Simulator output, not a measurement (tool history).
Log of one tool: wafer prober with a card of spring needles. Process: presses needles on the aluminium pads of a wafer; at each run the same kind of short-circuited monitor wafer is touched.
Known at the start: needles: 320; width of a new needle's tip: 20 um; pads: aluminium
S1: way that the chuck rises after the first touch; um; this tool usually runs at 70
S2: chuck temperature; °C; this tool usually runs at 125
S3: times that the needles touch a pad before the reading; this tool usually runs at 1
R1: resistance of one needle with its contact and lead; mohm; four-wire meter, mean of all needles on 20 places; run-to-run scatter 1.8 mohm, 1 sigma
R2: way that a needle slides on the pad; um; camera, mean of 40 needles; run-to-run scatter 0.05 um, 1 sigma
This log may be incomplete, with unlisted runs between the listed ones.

run,day,S1,S2,S3,R1,R2
1,0,70,125,1,181,9.77
# day 0.142: tips cleaned on abrasive film
# day 0.333: tips cleaned on abrasive film
# day 0.562: tips cleaned on abrasive film
2,0.638,70,125,1,185,9.81
# day 0.783: tips cleaned on abrasive film
# day 1.012: tips cleaned on abrasive film
3,1.175,70,125,1,180,9.86
# day 1.229: tips cleaned on abrasive film
# day 1.462: tips cleaned on abrasive film
# day 1.692: tips cleaned on abrasive film
4,1.729,70,125,1,184,9.85
# day 1.912: tips cleaned on abrasive film
# day 2.1: tips cleaned on abrasive film
# day 2.333: tips cleaned on abrasive film
5,2.425,70,125,1,180,9.83
# day 2.562: tips cleaned on abrasive film
# day 2.75: tips cleaned on abrasive film
# day 2.979: tips cleaned on abrasive film
6,3.021,52,125,1,185,7.37
# day 3.212: tips cleaned on abrasive film
# day 3.4: tips cleaned on abrasive film
7,3.583,52,125,1,184,7.3
# day 3.633: tips cleaned on abrasive film
# day 3.854: tips cleaned on abrasive film
8,3.988,70,125,1,183,9.87
# day 4.075: tips cleaned on abrasive film
# day 4.267: tips cleaned on abrasive film
# day 4.496: tips cleaned on abrasive film
# day 4.688: tips cleaned on abrasive film
9,4.804,70,125,2,178,9.93
# day 4.9: tips cleaned on abrasive film
# day 5.133: tips cleaned on abrasive film
# day 5.362: tips cleaned on abrasive film
# day 5.596: tips cleaned on abrasive film
10,5.7,71,38,2,163,10.11
# day 5.796: tips cleaned on abrasive film
# day 6.029: tips cleaned on abrasive film
11,6.192,71,38,2,166,9.98
# day 6.242: tips cleaned on abrasive film
# day 6.475: tips cleaned on abrasive film
# day 6.683: tips cleaned on abrasive film
12,6.683,71,38,2,165,10.06
# day 6.908: tips cleaned on abrasive film
# day 7.129: tips cleaned on abrasive film
13,7.129,66,37,1,166,9.34
# day 7.317: tips cleaned on abrasive film
# day 7.517: tips cleaned on abrasive film
14,7.517,52,36,1,163,7.43
# day 7.704: tips cleaned on abrasive film
# day 7.929: tips cleaned on abrasive film
# day 8.117: tips cleaned on abrasive film
15,8.246,80,80,1,175,11.44
# day 8.342: tips cleaned on abrasive film
# day 8.575: tips cleaned on abrasive film
# day 8.8: tips cleaned on abrasive film
# day 8.846: gauge calibrated
# day 9.029: tips cleaned on abrasive film
16,9.117,58,74,1,176,8.14
# day 9.258: tips cleaned on abrasive film
# day 9.492: tips cleaned on abrasive film
17,9.633,58,74,1,172,8.09
# day 9.679: tips cleaned on abrasive film
# day 9.9: tips cleaned on abrasive film
# day 10.125: tips cleaned on abrasive film
18,10.179,58,74,1,174,8.06

Below are 3 alternative next runs, each starting from the tool's condition after run 18. Predict each:
# day 10.354: tips cleaned on abrasive film
# day 10.588: tips cleaned on abrasive film
# day 10.817: tips cleaned on abrasive film
A,10.817,69,27,1,?,?
# day 10.354: tips cleaned on abrasive film
# day 10.588: tips cleaned on abrasive film
# day 10.817: tips cleaned on abrasive film
B,10.817,71,44,2,?,?
# day 10.354: tips cleaned on abrasive film
# day 10.588: tips cleaned on abrasive film
# day 10.817: tips cleaned on abrasive film
C,10.817,67,63,2,?,?

run,R1,R2
A,164,9.6
B,164,9.96
C,169,9.44
Without the tool's unlogged condition, the same runs would have read:
run,R1,R2
A,164,9.57
B,164,9.92
C,169,9.4
